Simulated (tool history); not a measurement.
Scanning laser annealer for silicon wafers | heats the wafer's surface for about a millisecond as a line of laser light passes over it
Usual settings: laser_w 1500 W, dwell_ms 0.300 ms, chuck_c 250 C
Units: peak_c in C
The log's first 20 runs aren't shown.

run    hour  laser_w  dwell_ms  chuck_c  peak_c
 21   784.6     1500     0.239      245     886
 22   831.9     1500     0.239      245     883
 23   885.6     1500     0.365      285    1071
 24   924.7     1500     0.311      280    1006
 25   950.3     1396     0.336      262     946
      958.6  -- laser's power meter calibrated
 26   997.3     1396     0.336      262     937
 27  1026.7     1396     0.356      271     966
 28  1061.7     1396     0.356      271     960
 29  1092.7     1623     0.300      272    1043
 30  1136.2     1583     0.362      227    1042
     1161.1  -- window over the wafer cleaned
     1182.0  -- laser's power meter calibrated, once more
 31  1184.6     1500     0.215      215     831
 32  1231.7     1585     0.300      250    1030
 33  1287.4     1518     0.253      241     910
 34  1311.4     1320     0.300      250     859
 35  1361.4     1312     0.284      216     797
 36  1395.5     1500     0.238      226     855

The next listed run, before its measurement:
 37  1446.4     1542     0.300      250       ?

peak_c: 984 C
Without the tool's hidden state the same run would have given peak_c 1015 C.
